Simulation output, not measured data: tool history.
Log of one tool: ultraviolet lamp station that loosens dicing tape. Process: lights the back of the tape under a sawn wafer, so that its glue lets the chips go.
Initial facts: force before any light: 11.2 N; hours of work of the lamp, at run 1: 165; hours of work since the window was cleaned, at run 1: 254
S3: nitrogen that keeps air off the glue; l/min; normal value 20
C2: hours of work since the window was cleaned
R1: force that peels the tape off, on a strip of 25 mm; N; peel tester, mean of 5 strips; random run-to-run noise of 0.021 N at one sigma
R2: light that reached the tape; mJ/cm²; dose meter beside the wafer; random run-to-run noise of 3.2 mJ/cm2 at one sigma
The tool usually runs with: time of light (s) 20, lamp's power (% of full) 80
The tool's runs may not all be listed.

{"run": 1, "hour": 0.0, "time of light (s)": 20, "lamp's power (% of full)": 80, "S3": 20, "hours of work of the lamp": 165, "C2": 254, "R1": 1.507, "R2": 393}
{"run": 2, "hour": 17.8, "time of light (s)": 24, "lamp's power (% of full)": 80, "S3": 20, "hours of work of the lamp": 176, "C2": 265, "R1": 1.12, "R2": 466}
{"run": 3, "hour": 31.2, "time of light (s)": 24, "lamp's power (% of full)": 80, "S3": 20, "hours of work of the lamp": 185, "C2": 274, "R1": 1.15, "R2": 465}
{"run": 4, "hour": 40.5, "time of light (s)": 11, "lamp's power (% of full)": 80, "S3": 20, "hours of work of the lamp": 191, "C2": 280, "R1": 3.717, "R2": 208}
{"run": 5, "hour": 48.7, "time of light (s)": 20, "lamp's power (% of full)": 98, "S3": 20, "hours of work of the lamp": 197, "C2": 286, "R1": 1.164, "R2": 469}
{"run": 6, "hour": 57.8, "time of light (s)": 20, "lamp's power (% of full)": 80, "S3": 18, "hours of work of the lamp": 203, "C2": 292, "R1": 1.794, "R2": 375}
{"run": 7, "hour": 76.0, "time of light (s)": 28, "lamp's power (% of full)": 80, "S3": 20, "hours of work of the lamp": 215, "C2": 303, "R1": 0.89, "R2": 527}
{"run": 8, "hour": 86.3, "time of light (s)": 10, "lamp's power (% of full)": 80, "S3": 20, "hours of work of the lamp": 221, "C2": 310, "R1": 4.474, "R2": 189}
{"run": 9, "hour": 103.6, "time of light (s)": 10, "lamp's power (% of full)": 80, "S3": 20, "hours of work of the lamp": 233, "C2": 322, "R1": 4.361, "R2": 182}
{"run": 10, "hour": 115.5, "time of light (s)": 10, "lamp's power (% of full)": 80, "S3": 20, "hours of work of the lamp": 241, "C2": 329, "R1": 4.461, "R2": 181}
{"run": 11, "hour": 128.7, "time of light (s)": 20, "lamp's power (% of full)": 80, "S3": 21, "hours of work of the lamp": 249, "C2": 338, "R1": 1.718, "R2": 362}
{"run": 12, "hour": 142.1, "time of light (s)": 20, "lamp's power (% of full)": 80, "S3": 21, "hours of work of the lamp": 258, "C2": 347, "R1": 1.794, "R2": 359}
{"run": 13, "hour": 157.0, "time of light (s)": 20, "lamp's power (% of full)": 80, "S3": 21, "hours of work of the lamp": 268, "C2": 357, "R1": 1.851, "R2": 358}
{"run": 14, "hour": 171.6, "time of light (s)": 32, "lamp's power (% of full)": 80, "S3": 21, "hours of work of the lamp": 278, "C2": 366, "R1": 0.757, "R2": 557}
{"run": 15, "hour": 191.2, "time of light (s)": 20, "lamp's power (% of full)": 80, "S3": 6, "hours of work of the lamp": 290, "C2": 379, "R1": 3.782, "R2": 343}
{"run": 16, "hour": 207.9, "time of light (s)": 20, "lamp's power (% of full)": 80, "S3": 6, "hours of work of the lamp": 301, "C2": 390, "R1": 3.759, "R2": 342}
{"run": 17, "hour": 221.4, "time of light (s)": 20, "lamp's power (% of full)": 80, "S3": 28, "hours of work of the lamp": 310, "C2": 399, "R1": 1.63, "R2": 341}
{"run": 18, "hour": 240.0, "time of light (s)": 20, "lamp's power (% of full)": 80, "S3": 28, "hours of work of the lamp": 323, "C2": 411, "R1": 1.66, "R2": 333}
{"run": 19, "hour": 249.5, "time of light (s)": 20, "lamp's power (% of full)": 91, "S3": 28, "hours of work of the lamp": 329, "C2": 418, "R1": 1.237, "R2": 376}
{"run": 20, "hour": 262.1, "time of light (s)": 15, "lamp's power (% of full)": 80, "S3": 20, "hours of work of the lamp": 337, "C2": 426, "R1": 3.193, "R2": 247}
{"run": 21, "hour": 278.5, "time of light (s)": 15, "lamp's power (% of full)": 80, "S3": 20, "hours of work of the lamp": 348, "C2": 437, "R1": 3.24, "R2": 246}
{"run": 22, "hour": 291.2, "time of light (s)": 15, "lamp's power (% of full)": 80, "S3": 20, "hours of work of the lamp": 356, "C2": 445, "R1": 3.332, "R2": 241}
{"run": 23, "hour": 306.8, "time of light (s)": 15, "lamp's power (% of full)": 74, "S3": 20, "hours of work of the lamp": 366, "C2": 455, "R1": 3.451, "R2": 223}
{"run": 24, "hour": 322.8, "time of light (s)": 15, "lamp's power (% of full)": 74, "S3": 20, "hours of work of the lamp": 377, "C2": 466, "R1": 3.713, "R2": 218}
{"hour": 324.4, "done": "window cleaned of glue's vapour"}
{"run": 25, "hour": 335.8, "time of light (s)": 16, "lamp's power (% of full)": 75, "S3": 18, "hours of work of the lamp": 385, "C2": 8, "R1": 3.896, "R2": 214}
{"run": 26, "hour": 345.3, "time of light (s)": 19, "lamp's power (% of full)": 99, "S3": 30, "hours of work of the lamp": 391, "C2": 14, "R1": 1.618, "R2": 327}
{"run": 27, "hour": 353.8, "time of light (s)": 33, "lamp's power (% of full)": 74, "S3": 24, "hours of work of the lamp": 397, "C2": 19, "R1": 1.188, "R2": 431}
{"run": 28, "hour": 365.0, "time of light (s)": 17, "lamp's power (% of full)": 95, "S3": 16, "hours of work of the lamp": 404, "C2": 27, "R1": 3.035, "R2": 277}
{"run": 29, "hour": 377.3, "time of light (s)": 34, "lamp's power (% of full)": 80, "S3": 28, "hours of work of the lamp": 412, "C2": 35, "R1": 0.876, "R2": 469}
{"run": 30, "hour": 391.3, "time of light (s)": 15, "lamp's power (% of full)": 99, "S3": 22, "hours of work of the lamp": 422, "C2": 44, "R1": 2.981, "R2": 250}
{"run": 31, "hour": 409.4, "time of light (s)": 15, "lamp's power (% of full)": 99, "S3": 22, "hours of work of the lamp": 434, "C2": 56, "R1": 2.966, "R2": 251}
{"run": 32, "hour": 423.9, "time of light (s)": 15, "lamp's power (% of full)": 99, "S3": 22, "hours of work of the lamp": 443, "C2": 65, "R1": 2.999, "R2": 246}
{"hour": 428.5, "done": "window cleaned of glue's vapour, once more"}
{"run": 33, "hour": 434.8, "time of light (s)": 16, "lamp's power (% of full)": 87, "S3": 20, "hours of work of the lamp": 450, "C2": 4, "R1": 2.447, "R2": 299}
{"run": 34, "hour": 452.7, "time of light (s)": 10, "lamp's power (% of full)": 80, "S3": 28, "hours of work of the lamp": 462, "C2": 16, "R1": 4.055, "R2": 169}
{"run": 35, "hour": 464.0, "time of light (s)": 12, "lamp's power (% of full)": 65, "S3": 37, "hours of work of the lamp": 469, "C2": 23, "R1": 3.916, "R2": 161}
{"run": 36, "hour": 483.1, "time of light (s)": 12, "lamp's power (% of full)": 65, "S3": 9, "hours of work of the lamp": 482, "C2": 36, "R1": 6.035, "R2": 156}
{"run": 37, "hour": 491.9, "time of light (s)": 12, "lamp's power (% of full)": 91, "S3": 9, "hours of work of the lamp": 488, "C2": 42, "R1": 4.827, "R2": 224}
{"run": 38, "hour": 512.1, "time of light (s)": 12, "lamp's power (% of full)": 91, "S3": 9, "hours of work of the lamp": 501, "C2": 55, "R1": 4.869, "R2": 221}
{"run": 39, "hour": 522.0, "time of light (s)": 20, "lamp's power (% of full)": 84, "S3": 36, "hours of work of the lamp": 507, "C2": 61, "R1": 1.398, "R2": 337}
{"run": 40, "hour": 535.0, "time of light (s)": 18, "lamp's power (% of full)": 80, "S3": 7, "hours of work of the lamp": 516, "C2": 70, "R1": 4.413, "R2": 286}
{"run": 41, "hour": 547.2, "time of light (s)": 17, "lamp's power (% of full)": 80, "S3": 25, "hours of work of the lamp": 524, "C2": 78, "R1": 2.54, "R2": 266}
{"run": 42, "hour": 561.7, "time of light (s)": 23, "lamp's power (% of full)": 80, "S3": 23, "hours of work of the lamp": 533, "C2": 88, "R1": 1.675, "R2": 360}

Below, some changes in R1 between adjacent runs. For each, the amount present without the hidden state too (settings, incoming material, random variation) and the amount remaining for the hidden state with gauge scatter not shared by both compared results:
The hidden state here: lamp's light, % of a new lamp's; light that the window lets through, % of a clean one's; drift of the gauge itself on peel_n, %; drift of the gauge itself on dose_mj_cm2, %.
Run 7 -> 8: time of light (s) 28 -> 10. R1 +3.584 N: hidden state +0.743, all else +2.841.
Run 14 -> 15: time of light (s) 32 -> 20, S3 21 -> 6. R1 +3.025 N: hidden state +0.933, all else +2.092.
Run 27 -> 28: time of light (s) 33 -> 17, lamp's power (% of full) 74 -> 95, S3 24 -> 16. R1 +1.847 N: hidden state +1.003, all else +0.844.
Run 28 -> 29: time of light (s) 17 -> 34, lamp's power (% of full) 95 -> 80, S3 16 -> 28. R1 -2.159 N: hidden state -1.224, all else -0.935.
Run 29 -> 30: time of light (s) 34 -> 15, lamp's power (% of full) 80 -> 99, S3 28 -> 22. R1 +2.105 N: hidden state +1.259, all else +0.846.
Run 38 -> 39: time of light (s) 12 -> 20, lamp's power (% of full) 91 -> 84, S3 9 -> 36. R1 -3.471 N: hidden state -0.816, all else -2.655.

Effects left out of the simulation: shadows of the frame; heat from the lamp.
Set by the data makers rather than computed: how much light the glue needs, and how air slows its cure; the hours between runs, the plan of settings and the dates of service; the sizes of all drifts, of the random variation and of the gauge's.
